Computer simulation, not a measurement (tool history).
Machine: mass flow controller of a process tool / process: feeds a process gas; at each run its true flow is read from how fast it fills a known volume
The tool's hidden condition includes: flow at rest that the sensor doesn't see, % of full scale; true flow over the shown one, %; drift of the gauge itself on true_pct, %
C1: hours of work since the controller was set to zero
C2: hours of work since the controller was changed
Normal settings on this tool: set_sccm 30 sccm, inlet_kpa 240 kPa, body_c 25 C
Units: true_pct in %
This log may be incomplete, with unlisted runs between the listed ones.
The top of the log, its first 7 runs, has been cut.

run 8 hour=723.7 | set_sccm=13 inlet_kpa=240 body_c=33 | C1=2248 C2=2248 | true_pct=99.95
run 9 hour=865.6 | set_sccm=30 inlet_kpa=164 body_c=25 | C1=2343 C2=2343 | true_pct=99.37
run 10 hour=935.3 | set_sccm=30 inlet_kpa=240 body_c=25 | C1=2390 C2=2390 | true_pct=99.24
run 11 hour=1074.8 | set_sccm=30 inlet_kpa=240 body_c=25 | C1=2483 C2=2483 | true_pct=99.14
run 12 hour=1161.8 | set_sccm=30 inlet_kpa=226 body_c=25 | C1=2541 C2=2541 | true_pct=99.16
run 13 hour=1273.5 | set_sccm=30 inlet_kpa=226 body_c=25 | C1=2616 C2=2616 | true_pct=99.23
run 14 hour=1407.9 | set_sccm=30 inlet_kpa=226 body_c=25 | C1=2706 C2=2706 | true_pct=99.53
run 15 hour=1535.6 | set_sccm=30 inlet_kpa=226 body_c=25 | C1=2791 C2=2791 | true_pct=99.43
run 16 hour=1649.8 | set_sccm=30 inlet_kpa=240 body_c=34 | C1=2867 C2=2867 | true_pct=100.10
run 17 hour=1754.0 | set_sccm=30 inlet_kpa=240 body_c=34 | C1=2937 C2=2937 | true_pct=100.05
run 18 hour=1817.1 | set_sccm=30 inlet_kpa=240 body_c=34 | C1=2979 C2=2979 | true_pct=100.07
-- hour=1828.7 controller's zero set anew
run 19 hour=1884.7 | set_sccm=30 inlet_kpa=240 body_c=34 | C1=37 C2=3024 | true_pct=100.28
run 20 hour=1964.7 | set_sccm=30 inlet_kpa=240 body_c=34 | C1=91 C2=3077 | true_pct=100.39

What will run 21 give?
run 21 hour=2086.2 | set_sccm=30 inlet_kpa=240 body_c=34 | C1=172 C2=3159 | true_pct=?

true_pct: 100.37 %
With the hidden condition absent and the run-to-run variation left alone, this run would have shown true_pct 98.34 %.
